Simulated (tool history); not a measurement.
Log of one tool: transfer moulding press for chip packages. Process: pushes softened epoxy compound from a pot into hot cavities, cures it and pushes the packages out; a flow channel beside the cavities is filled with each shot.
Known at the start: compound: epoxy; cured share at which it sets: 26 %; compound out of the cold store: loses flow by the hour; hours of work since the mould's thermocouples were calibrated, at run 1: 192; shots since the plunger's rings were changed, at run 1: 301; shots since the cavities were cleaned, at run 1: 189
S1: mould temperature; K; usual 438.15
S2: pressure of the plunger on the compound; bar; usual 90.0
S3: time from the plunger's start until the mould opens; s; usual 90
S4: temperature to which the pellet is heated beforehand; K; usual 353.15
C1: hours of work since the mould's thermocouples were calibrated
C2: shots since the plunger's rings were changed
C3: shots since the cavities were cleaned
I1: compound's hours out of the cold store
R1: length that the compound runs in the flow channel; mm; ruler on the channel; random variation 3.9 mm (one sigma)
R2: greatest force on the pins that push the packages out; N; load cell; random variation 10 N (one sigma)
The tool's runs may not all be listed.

{"run": 1, "hour": 0.0, "S1": 438.15, "S2": 90.0, "S3": 90, "S4": 353.15, "C1": 192, "C2": 301, "C3": 189, "I1": 35.8, "R1": 727, "R2": 543}
{"run": 2, "hour": 5.9, "S1": 438.15, "S2": 90.0, "S3": 90, "S4": 353.15, "C1": 195, "C2": 359, "C3": 247, "I1": 31.4, "R1": 732, "R2": 561}
{"run": 3, "hour": 16.3, "S1": 438.15, "S2": 84.9, "S3": 90, "S4": 353.15, "C1": 201, "C2": 461, "C3": 349, "I1": 46.3, "R1": 679, "R2": 578}
{"hour": 28.2, "done": "cavities cleaned with cleaning compound and waxed"}
{"run": 4, "hour": 28.9, "S1": 438.15, "S2": 84.9, "S3": 90, "S4": 353.15, "C1": 206, "C2": 570, "C3": 7, "I1": 40.0, "R1": 690, "R2": 646}
{"run": 5, "hour": 39.9, "S1": 438.15, "S2": 90.0, "S3": 124, "S4": 353.15, "C1": 212, "C2": 678, "C3": 115, "I1": 46.1, "R1": 695, "R2": 495}
{"run": 6, "hour": 46.3, "S1": 438.15, "S2": 90.0, "S3": 124, "S4": 353.15, "C1": 216, "C2": 741, "C3": 178, "I1": 37.3, "R1": 716, "R2": 506}
{"run": 7, "hour": 56.3, "S1": 438.15, "S2": 90.0, "S3": 90, "S4": 350.15, "C1": 221, "C2": 839, "C3": 276, "I1": 16.0, "R1": 758, "R2": 746}
{"run": 8, "hour": 66.6, "S1": 438.15, "S2": 90.0, "S3": 90, "S4": 350.15, "C1": 226, "C2": 940, "C3": 377, "I1": 22.0, "R1": 732, "R2": 735}
{"hour": 70.7, "done": "cavities cleaned with cleaning compound and waxed, once more"}
{"run": 9, "hour": 79.2, "S1": 438.15, "S2": 90.0, "S3": 90, "S4": 351.15, "C1": 232, "C2": 1049, "C3": 83, "I1": 22.2, "R1": 735, "R2": 505}
{"run": 10, "hour": 91.0, "S1": 438.15, "S2": 90.0, "S3": 90, "S4": 351.15, "C1": 238, "C2": 1164, "C3": 198, "I1": 34.2, "R1": 711, "R2": 539}
{"run": 11, "hour": 100.9, "S1": 438.15, "S2": 90.0, "S3": 90, "S4": 351.15, "C1": 243, "C2": 1262, "C3": 296, "I1": 29.1, "R1": 720, "R2": 585}
{"run": 12, "hour": 107.3, "S1": 438.15, "S2": 90.0, "S3": 90, "S4": 351.15, "C1": 247, "C2": 1324, "C3": 358, "I1": 11.9, "R1": 764, "R2": 620}
{"run": 13, "hour": 114.3, "S1": 444.15, "S2": 90.0, "S3": 90, "S4": 351.15, "C1": 250, "C2": 1393, "C3": 427, "I1": 9.3, "R1": 749, "R2": 481}
{"hour": 118.1, "done": "cavities cleaned with cleaning compound and waxed"}
{"run": 14, "hour": 127.5, "S1": 444.15, "S2": 90.0, "S3": 90, "S4": 360.15, "C1": 257, "C2": 1508, "C3": 92, "I1": 11.8, "R1": 746, "R2": 400}
{"run": 15, "hour": 138.8, "S1": 444.15, "S2": 90.0, "S3": 90, "S4": 360.15, "C1": 263, "C2": 1619, "C3": 203, "I1": 18.6, "R1": 732, "R2": 426}
{"run": 16, "hour": 148.0, "S1": 438.15, "S2": 80.6, "S3": 72, "S4": 353.15, "C1": 267, "C2": 1710, "C3": 294, "I1": 19.9, "R1": 689, "R2": 1003}
{"run": 17, "hour": 154.2, "S1": 446.15, "S2": 82.5, "S3": 90, "S4": 359.15, "C1": 271, "C2": 1770, "C3": 354, "I1": 42.0, "R1": 647, "R2": 447}
{"run": 18, "hour": 162.0, "S1": 438.15, "S2": 85.6, "S3": 129, "S4": 347.15, "C1": 275, "C2": 1847, "C3": 431, "I1": 12.1, "R1": 727, "R2": 445}
{"hour": 165.9, "done": "cavities cleaned with cleaning compound and waxed"}
{"run": 19, "hour": 171.9, "S1": 431.15, "S2": 90.0, "S3": 90, "S4": 361.15, "C1": 279, "C2": 1929, "C3": 59, "I1": 30.2, "R1": 726, "R2": 767}
{"run": 20, "hour": 177.9, "S1": 431.15, "S2": 90.0, "S3": 90, "S4": 361.15, "C1": 282, "C2": 1988, "C3": 118, "I1": 36.5, "R1": 713, "R2": 815}
{"run": 21, "hour": 187.9, "S1": 435.15, "S2": 74.3, "S3": 99, "S4": 350.15, "C1": 288, "C2": 2086, "C3": 216, "I1": 11.1, "R1": 682, "R2": 545}
{"run": 22, "hour": 196.8, "S1": 436.15, "S2": 90.0, "S3": 110, "S4": 357.15, "C1": 292, "C2": 2174, "C3": 304, "I1": 12.9, "R1": 748, "R2": 465}
{"run": 23, "hour": 207.6, "S1": 431.15, "S2": 83.7, "S3": 125, "S4": 343.15, "C1": 298, "C2": 2279, "C3": 409, "I1": 20.3, "R1": 719, "R2": 524}
{"hour": 213.6, "done": "cavities cleaned with cleaning compound and waxed"}
{"run": 24, "hour": 214.8, "S1": 439.15, "S2": 92.6, "S3": 126, "S4": 343.15, "C1": 301, "C2": 2336, "C3": 12, "I1": 42.4, "R1": 686, "R2": 335}
{"run": 25, "hour": 220.3, "S1": 439.15, "S2": 92.6, "S3": 126, "S4": 347.15, "C1": 304, "C2": 2389, "C3": 65, "I1": 37.8, "R1": 700, "R2": 345}
{"run": 26, "hour": 231.3, "S1": 436.15, "S2": 92.6, "S3": 126, "S4": 362.15, "C1": 309, "C2": 2498, "C3": 174, "I1": 32.2, "R1": 718, "R2": 378}
{"run": 27, "hour": 238.6, "S1": 436.15, "S2": 92.6, "S3": 126, "S4": 362.15, "C1": 313, "C2": 2569, "C3": 245, "I1": 26.2, "R1": 725, "R2": 418}

4 ways to go on from here, each from the tool as it stands after run 27. What would each give?
{"run": "A", "hour": 247.7, "S1": 438.15, "S2": 90.0, "S3": 83, "S4": 353.15, "C1": 318, "C2": 2658, "C3": 334, "I1": 42.5, "R1": "?", "R2": "?"}
{"run": "B", "hour": 247.7, "S1": 436.15, "S2": 80.0, "S3": 126, "S4": 357.15, "C1": 318, "C2": 2658, "C3": 334, "I1": 19.9, "R1": "?", "R2": "?"}
{"run": "C", "hour": 247.7, "S1": 434.15, "S2": 92.4, "S3": 126, "S4": 347.15, "C1": 318, "C2": 2658, "C3": 334, "I1": 41.3, "R1": "?", "R2": "?"}
{"run": "D", "hour": 247.7, "S1": 436.15, "S2": 92.6, "S3": 107, "S4": 358.15, "C1": 318, "C2": 2658, "C3": 334, "I1": 46.9, "R1": "?", "R2": "?"}

run=A R1=680 R2=686
run=B R1=682 R2=424
run=C R1=694 R2=429
run=D R1=681 R2=485
Without the tool's hidden state the same runs would have given:
run=A R1=715 R2=561
run=B R1=717 R2=336
run=C R1=730 R2=341
run=D R1=716 R2=390

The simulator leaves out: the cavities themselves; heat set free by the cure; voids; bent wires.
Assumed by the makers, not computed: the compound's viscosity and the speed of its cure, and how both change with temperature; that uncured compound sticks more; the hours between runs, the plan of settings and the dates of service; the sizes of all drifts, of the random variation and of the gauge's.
